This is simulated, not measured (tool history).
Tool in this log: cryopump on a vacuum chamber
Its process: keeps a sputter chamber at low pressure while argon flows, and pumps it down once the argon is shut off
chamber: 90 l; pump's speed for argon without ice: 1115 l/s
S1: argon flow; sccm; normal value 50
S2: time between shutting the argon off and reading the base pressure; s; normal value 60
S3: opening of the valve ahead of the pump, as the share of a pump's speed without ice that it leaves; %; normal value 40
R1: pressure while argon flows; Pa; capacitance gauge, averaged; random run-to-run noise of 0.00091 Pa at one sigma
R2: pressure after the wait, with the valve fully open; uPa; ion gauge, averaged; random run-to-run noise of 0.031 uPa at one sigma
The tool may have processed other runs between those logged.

| run | day | S1 | S2 | S3 | R1 | R2 |
|---|---|---|---|---|---|---|
| 1 | 0.000 | 50 | 60 | 40 | 0.1932 | 1.99 |
| 2 | 0.767 | 50 | 60 | 40 | 0.1941 | 2.11 |
| 3 | 1.658 | 50 | 60 | 29 | 0.2675 | 2.05 |
| 4 | 2.592 | 50 | 60 | 40 | 0.1947 | 2.12 |
| 5 | 3.325 | 50 | 60 | 40 | 0.1951 | 2.11 |
| 6 | 4.012 | 50 | 60 | 40 | 0.1947 | 2.06 |
| 7 | 4.662 | 50 | 60 | 40 | 0.1937 | 2.15 |
| 8 | 5.771 | 50 | 60 | 40 | 0.1943 | 2.13 |
| 9 | 6.867 | 90 | 60 | 40 | 0.3511 | 2.12 |
| 10 | 7.929 | 90 | 60 | 40 | 0.3549 | 2.16 |
| 11 | 8.758 | 90 | 60 | 40 | 0.3520 | 2.13 |
| 12 | 9.533 | 92 | 22 | 36 | 0.4024 | 4.45 |
| 13 | 10.658 | 92 | 22 | 36 | 0.4013 | 4.38 |
| 14 | 11.388 | 92 | 138 | 36 | 0.4031 | 1.44 |
| 15 | 12.225 | 64 | 40 | 32 | 0.3131 | 2.87 |
| 16 | 12.867 | 71 | 94 | 23 | 0.4799 | 1.68 |
| 17 | 13.771 | 33 | 297 | 23 | 0.2203 | 1.18 |
| 18 | 14.279 | 54 | 57 | 23 | 0.3629 | 2.21 |
| 19 | 14.850 | 75 | 60 | 40 | 0.2978 | 2.23 |
| 20 | 15.933 | 50 | 60 | 46 | 0.1725 | 2.23 |
| 21 | 16.425 | 22 | 22 | 40 | 0.0867 | 4.52 |

What if the next run were any one of these 4? Each begins from the tool's condition after run 21:
| A | 17.450 | 55 | 68 | 40 | ? | ? |
| B | 17.450 | 50 | 60 | 40 | ? | ? |
| C | 17.450 | 47 | 61 | 40 | ? | ? |
| D | 17.450 | 33 | 228 | 40 | ? | ? |

| run | R1 | R2 |
|---|---|---|
| A | 0.2169 | 2.04 |
| B | 0.1975 | 2.21 |
| C | 0.1872 | 2.18 |
| D | 0.1303 | 1.32 |
What these runs would have given with no unlogged condition in the tool:
| run | R1 | R2 |
|---|---|---|
| A | 0.2075 | 1.37 |
| B | 0.1890 | 1.54 |
| C | 0.1791 | 1.50 |
| D | 0.1247 | 0.62 |
